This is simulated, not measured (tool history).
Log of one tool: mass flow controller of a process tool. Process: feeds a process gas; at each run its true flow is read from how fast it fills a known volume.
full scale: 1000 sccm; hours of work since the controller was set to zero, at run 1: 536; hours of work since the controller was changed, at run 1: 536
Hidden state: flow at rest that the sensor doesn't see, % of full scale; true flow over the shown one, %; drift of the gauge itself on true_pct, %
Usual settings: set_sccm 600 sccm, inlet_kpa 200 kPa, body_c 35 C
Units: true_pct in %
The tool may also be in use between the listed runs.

run,day,set_sccm,inlet_kpa,body_c,hours of work since the controller was set to zero,hours of work since the controller was changed,true_pct
1,0,600,200,35,536,536,99.31
2,6.396,600,200,35,649,649,99.35
3,11.142,600,200,35,732,732,99.35
4,16.812,600,200,35,831,831,99.43
5,22.679,600,200,35,934,934,99.48
6,26.45,600,200,35,1000,1000,99.57
7,30.55,600,200,35,1072,1072,99.34
8,36.567,600,200,35,1178,1178,99.62
9,43.625,600,200,35,1302,1302,99.6
10,48.517,600,200,35,1387,1387,99.42
11,53.021,600,200,35,1466,1466,99.63
12,58.075,600,200,35,1555,1555,99.5
13,62.108,600,194,35,1626,1626,99.65
14,69.375,600,194,35,1753,1753,99.7
15,74.083,396,200,35,1836,1836,99.43
16,78.467,396,200,35,1913,1913,99.54
17,86.025,396,200,35,2045,2045,99.54
18,89.529,396,200,35,2107,2107,99.54
19,92.629,831,215,39,2161,2161,100.06
20,99.85,831,171,28,2288,2288,100.24
21,104.446,250,174,35,2368,2368,99.59
22,110.854,250,174,35,2481,2481,99.56
23,115.262,132,158,39,2558,2558,99.46
24,119.338,122,241,27,2630,2630,99.92
25,123.712,612,200,32,2706,2706,100.06
26,129.5,616,201,30,2808,2808,100.06
27,132.712,117,184,25,2864,2864,99.9
28,139.608,117,184,25,2985,2985,99.85
29,143.725,117,184,25,3057,3057,99.84
30,148.108,600,264,35,3134,3134,100.32
31,153.317,600,236,35,3226,3226,100.25
32,156.521,600,236,35,3282,3282,100.21
33,163.029,600,236,35,3396,3396,100.28
34,169.138,133,258,23,3503,3503,100.29
35,172.529,133,258,23,3563,3563,100.32

5 ways to go on from here, each from the tool as it stands after run 35. What would each give?
A,177.642,600,239,34,3652,3652,?
B,177.642,309,219,23,3652,3652,?
C,177.642,549,141,25,3652,3652,?
D,177.642,374,200,35,3652,3652,?
E,177.642,600,147,35,3652,3652,?

run,true_pct
A,100.27
B,100.29
C,100.3
D,99.97
E,100.03
Without the tool's hidden state the same runs would have given:
run,true_pct
A,99.4
B,99.42
C,99.44
D,99.1
E,99.16

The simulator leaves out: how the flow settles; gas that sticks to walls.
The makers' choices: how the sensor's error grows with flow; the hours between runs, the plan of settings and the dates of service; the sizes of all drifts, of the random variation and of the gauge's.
